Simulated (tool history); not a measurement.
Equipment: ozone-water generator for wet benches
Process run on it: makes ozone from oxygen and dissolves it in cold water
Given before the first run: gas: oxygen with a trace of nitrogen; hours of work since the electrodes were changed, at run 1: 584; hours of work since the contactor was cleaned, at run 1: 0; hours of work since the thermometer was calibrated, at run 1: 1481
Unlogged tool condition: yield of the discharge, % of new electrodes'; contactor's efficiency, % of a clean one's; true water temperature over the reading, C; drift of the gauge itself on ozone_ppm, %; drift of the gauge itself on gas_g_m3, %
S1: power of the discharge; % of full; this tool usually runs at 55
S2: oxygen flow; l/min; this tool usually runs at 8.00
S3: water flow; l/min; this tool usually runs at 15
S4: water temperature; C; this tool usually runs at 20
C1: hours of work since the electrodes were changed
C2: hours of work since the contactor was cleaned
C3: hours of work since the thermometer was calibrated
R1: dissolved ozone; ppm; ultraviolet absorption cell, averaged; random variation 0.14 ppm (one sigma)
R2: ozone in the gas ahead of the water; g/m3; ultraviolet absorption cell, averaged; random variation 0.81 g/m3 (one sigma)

Run 1, hour 0.0: usual settings; C1 584; C2 0; C3 1481. Result: R1 15.6 ppm, R2 126.8 g/m3.
Run 2, hour 59.2: usual settings but S2 5.14 l/min; C1 639; C2 55; C3 1536. Result: R1 17.6 ppm, R2 170.4 g/m3.
Run 3, hour 123.7: usual settings but S1 67 % of full; C1 698; C2 114; C3 1595. Result: R1 17.9 ppm, R2 146.0 g/m3.
Run 4, hour 208.4: usual settings but S1 67 % of full; C1 776; C2 192; C3 1673. Result: R1 18.2 ppm, R2 147.2 g/m3.
Run 5, hour 282.1: usual settings but S1 67 % of full; C1 844; C2 260; C3 1741. Result: R1 18.0 ppm, R2 146.5 g/m3.
Run 6, hour 337.2: usual settings but S1 67 % of full; C1 895; C2 311; C3 1792. Result: R1 17.9 ppm, R2 145.3 g/m3.
Run 7, hour 422.9: usual settings but S1 67 % of full; C1 974; C2 390; C3 1871. Result: R1 18.3 ppm, R2 145.0 g/m3.
Run 8, hour 512.0: usual settings but S1 67 % of full; C1 1056; C2 472; C3 1953. Result: R1 17.8 ppm, R2 145.8 g/m3.
At hour 520.6: contactor cleaned.
Run 9, hour 572.7: usual settings but S1 52 % of full, S2 6.80 l/min, S3 10 l/min, S4 13 C; C1 1108; C2 48; C3 2006. Result: R1 23.8 ppm, R2 136.3 g/m3.
Run 10, hour 612.0: usual settings but S1 52 % of full, S2 6.80 l/min, S3 10 l/min, S4 13 C; C1 1145; C2 84; C3 2042. Result: R1 23.4 ppm, R2 136.1 g/m3.
Run 11, hour 660.0: usual settings; C1 1189; C2 128; C3 2086. Result: R1 15.2 ppm, R2 127.9 g/m3.

Estimate the outcome of run 12 from the log above:
Run 12, hour 708.1: usual settings but S2 5.08 l/min, S3 21 l/min, S4 19 C; C1 1233; C2 173; C3 2131. Result: R1 ?, R2 ?.

{"run 12": {"R1": 13.0, "R2": 172.2}}
Without the tool's hidden state the same run would have given R1 13.6 ppm, R2 173.6 g/m3.
